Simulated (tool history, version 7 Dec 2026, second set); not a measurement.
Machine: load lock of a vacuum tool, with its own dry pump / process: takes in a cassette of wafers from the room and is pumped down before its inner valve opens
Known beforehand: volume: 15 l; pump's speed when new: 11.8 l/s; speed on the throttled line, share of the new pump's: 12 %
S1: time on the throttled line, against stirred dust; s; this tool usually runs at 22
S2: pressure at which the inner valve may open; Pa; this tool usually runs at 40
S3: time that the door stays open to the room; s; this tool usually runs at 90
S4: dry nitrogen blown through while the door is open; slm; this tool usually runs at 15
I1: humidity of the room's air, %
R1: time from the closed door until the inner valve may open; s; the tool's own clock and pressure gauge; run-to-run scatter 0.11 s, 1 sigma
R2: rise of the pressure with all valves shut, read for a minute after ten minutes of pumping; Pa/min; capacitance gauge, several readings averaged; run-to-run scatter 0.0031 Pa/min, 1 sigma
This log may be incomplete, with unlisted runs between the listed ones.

run 1 day=0 | S1=22 S2=40 S3=90 S4=15 | I1=43.2 | R1=29.2 R2=0.265
run 2 day=18.479 | S1=22 S2=40 S3=90 S4=15 | I1=45.4 | R1=29.3 R2=0.273
run 3 day=31.729 | S1=22 S2=40 S3=90 S4=8 | I1=42.4 | R1=29.4 R2=0.28
run 4 day=45.592 | S1=22 S2=40 S3=90 S4=8 | I1=46.3 | R1=29.4 R2=0.302
run 5 day=62.562 | S1=22 S2=79 S3=90 S4=8 | I1=42.3 | R1=28.7 R2=0.29
run 6 day=75.371 | S1=22 S2=63 S3=90 S4=15 | I1=45.4 | R1=29 R2=0.286
run 7 day=92.758 | S1=22 S2=63 S3=90 S4=15 | I1=43.2 | R1=29.1 R2=0.291
run 8 day=111.604 | S1=22 S2=63 S3=98 S4=4 | I1=43.4 | R1=28.9 R2=0.338
run 9 day=130.038 | S1=12 S2=31 S3=28 S4=9 | I1=44 | R1=21.1 R2=0.269
run 10 day=145.858 | S1=22 S2=35 S3=90 S4=15 | I1=44.4 | R1=29.9 R2=0.312
run 11 day=165.508 | S1=37 S2=40 S3=90 S4=15 | I1=44 | R1=42.6 R2=0.324
run 12 day=176.971 | S1=41 S2=40 S3=90 S4=33 | I1=43.8 | R1=46 R2=0.303
run 13 day=191.608 | S1=41 S2=40 S3=90 S4=7 | I1=45.6 | R1=46.1 R2=0.354

The next listed run, before its measurement:
run 14 day=202.817 | S1=24 S2=51 S3=90 S4=15 | I1=47.2 | R1=? R2=?

Run 14 measured R1 30.9 s, R2 0.336 Pa/min.
On a tool with no hidden condition, and with the same random variation, this run would have come out at R1 30.6 s, R2 0.084 Pa/min.
